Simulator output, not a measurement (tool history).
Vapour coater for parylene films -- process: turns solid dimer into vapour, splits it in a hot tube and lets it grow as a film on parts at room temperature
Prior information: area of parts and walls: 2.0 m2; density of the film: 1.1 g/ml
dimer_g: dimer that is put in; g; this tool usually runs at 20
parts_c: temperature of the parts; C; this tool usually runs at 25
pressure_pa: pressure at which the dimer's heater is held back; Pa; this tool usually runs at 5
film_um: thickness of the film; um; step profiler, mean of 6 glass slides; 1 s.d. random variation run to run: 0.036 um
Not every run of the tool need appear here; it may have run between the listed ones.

run,hour,dimer_g,parts_c,pressure_pa,film_um
1,0,20,25,5,4.58
2,13.9,20,25,5,4.5
3,23.4,20,25,5,4.5
4,34,20,25,5,4.46
5,44.5,11,25,5,2.47
6,54.4,20,25,4.17,4.63
7,72.6,19,25,5,4.29
8,87.3,19,25,5,4.3
9,102.8,19,25,5,4.28
10,119.1,27,25,5,6.11
11,131.2,20,25,5,4.57
12,146,20,25,5,4.55
13,157.7,20,25,5,4.52
14,169.6,20,25,5,4.5
15,177.6,20,18,5,5.62
16,194.1,20,18,5,5.63
17,208.1,20,18,5,5.64
18,225.3,13,25,5,2.95
19,233.2,13,25,4.13,2.99
20,248.5,13,25,4.13,3
21,261.4,17,25,4.13,3.96
22,273.6,17,25,4.13,3.86
23,287,22,31,4.13,4.22
24,298.4,33,25,3.82,7.65
25,308.2,31,18,5,8.73
26,324.7,31,18,5,8.65
27,336.3,11,18,3.74,3.11
28,346.9,31,23,3.19,7.69
29,356.8,12,19,3.7,3.41
30,365.1,31,28,5.42,6.27
31,376.9,31,28,5.42,6.42
32,387.7,31,27,3.06,6.87
33,395.5,26,18,6.66,7.11
34,407.6,10,25,8.46,2.15
35,418.4,11,36,5.62,1.73
36,435,11,36,5.62,1.76
37,444.7,11,22,11.26,2.54
38,458.4,11,22,11.26,2.53
39,472.6,11,22,11.26,2.53
40,480.7,10,26,7.72,2.12
41,491.9,10,26,7.72,2.06
42,503.8,11,24,3.08,2.72

Alternative continuations, all from the tool just after run 42; predict every row:
A,520.7,22,25,5,?
B,520.7,9,24,3.08,?
C,520.7,11,24,2.68,?
D,520.7,11,24,10.4,?

run,film_um
A,4.98
B,2.19
C,2.76
D,2.4
With no hidden state in the tool, these same runs would have given:
run,film_um
A,4.99
B,2.2
C,2.77
D,2.4

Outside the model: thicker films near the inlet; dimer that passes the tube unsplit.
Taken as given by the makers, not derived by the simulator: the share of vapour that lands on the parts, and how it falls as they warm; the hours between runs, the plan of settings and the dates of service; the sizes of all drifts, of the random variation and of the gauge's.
